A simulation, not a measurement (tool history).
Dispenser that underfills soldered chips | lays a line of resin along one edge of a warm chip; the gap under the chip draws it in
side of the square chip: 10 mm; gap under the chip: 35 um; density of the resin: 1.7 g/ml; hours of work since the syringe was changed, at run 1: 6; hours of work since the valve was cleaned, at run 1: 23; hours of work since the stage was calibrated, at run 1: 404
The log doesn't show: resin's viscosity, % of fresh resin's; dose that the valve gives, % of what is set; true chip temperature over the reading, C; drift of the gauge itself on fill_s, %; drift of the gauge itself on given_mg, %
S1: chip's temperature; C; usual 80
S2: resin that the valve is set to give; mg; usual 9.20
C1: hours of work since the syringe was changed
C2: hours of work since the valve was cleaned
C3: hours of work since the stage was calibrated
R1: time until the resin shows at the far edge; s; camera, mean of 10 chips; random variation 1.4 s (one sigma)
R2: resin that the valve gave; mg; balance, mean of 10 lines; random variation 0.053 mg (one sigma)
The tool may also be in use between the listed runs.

run	hour	S1	S2	C1	C2	C3	R1	R2
1	0.0	80	9.20	6	23	404	203.8	9.13
# hour 2.7: new syringe of resin
# hour 12.6: new syringe of resin
2	13.2	80	9.20	0	33	414	128.7	8.95
3	21.3	80	9.20	6	39	420	211.2	9.00
# hour 22.9: new syringe of resin
# hour 32.9: new syringe of resin
4	37.3	80	9.20	3	50	432	161.0	8.87
# hour 43.4: new syringe of resin
5	50.6	80	9.20	5	60	441	192.1	8.80
# hour 53.2: new syringe of resin
6	62.2	80	9.20	7	69	450	211.3	8.73
# hour 63.6: new syringe of resin
7	71.0	80	9.20	6	75	456	190.7	8.77
# hour 73.7: new syringe of resin
# hour 83.7: new syringe of resin
8	84.6	80	9.20	1	85	466	128.9	8.67
# hour 93.6: new syringe of resin
9	99.8	91	9.20	5	96	477	123.2	8.55
# hour 103.2: new syringe of resin
# hour 110.4: dispensing valve cleaned and set on the balance
# hour 114.8: new syringe of resin
10	116.5	91	9.20	1	4	489	91.6	9.21
# hour 125.1: new syringe of resin
11	127.3	91	9.20	2	12	497	96.6	9.16
# hour 135.6: new syringe of resin
12	141.9	91	9.20	5	23	507	123.5	9.05
# hour 145.7: new syringe of resin
13	151.2	69	9.79	4	30	514	241.7	9.52
# hour 156.0: new syringe of resin
14	164.4	80	10.27	6	39	524	197.9	10.02
# hour 166.1: new syringe of resin
15	174.9	80	9.54	7	47	531	201.8	9.22
# hour 176.4: new syringe of resin
# hour 186.3: new syringe of resin
16	187.7	80	9.54	1	56	541	129.5	9.08
# hour 197.0: new syringe of resin
17	203.4	88	11.07	5	68	552	130.2	10.44
# hour 206.6: new syringe of resin
18	214.5	65	8.54	6	76	560	336.1	8.14
# hour 217.0: new syringe of resin
19	222.8	79	9.20	4	82	566	178.8	8.65

5 ways to go on from here, each from the tool as it stands after run 19. What would each give?
# hour 227.5: new syringe of resin
A	233.7	71	9.79	5	90	574	?	?
# hour 227.5: new syringe of resin
B	233.7	93	11.84	5	90	574	?	?
# hour 227.5: new syringe of resin
C	233.7	80	11.46	5	90	574	?	?
# hour 227.5: new syringe of resin
D	233.7	85	9.16	5	90	574	?	?
# hour 227.5: new syringe of resin
E	233.7	91	8.86	5	90	574	?	?

run	R1	R2
A	234.5	9.10
B	112.6	11.00
C	169.9	10.67
D	148.8	8.60
E	120.9	8.20
Without the tool's hidden state the same runs would have given:
run	R1	R2
A	183.7	9.79
B	87.5	11.84
C	132.8	11.49
D	115.0	9.25
E	92.8	8.83
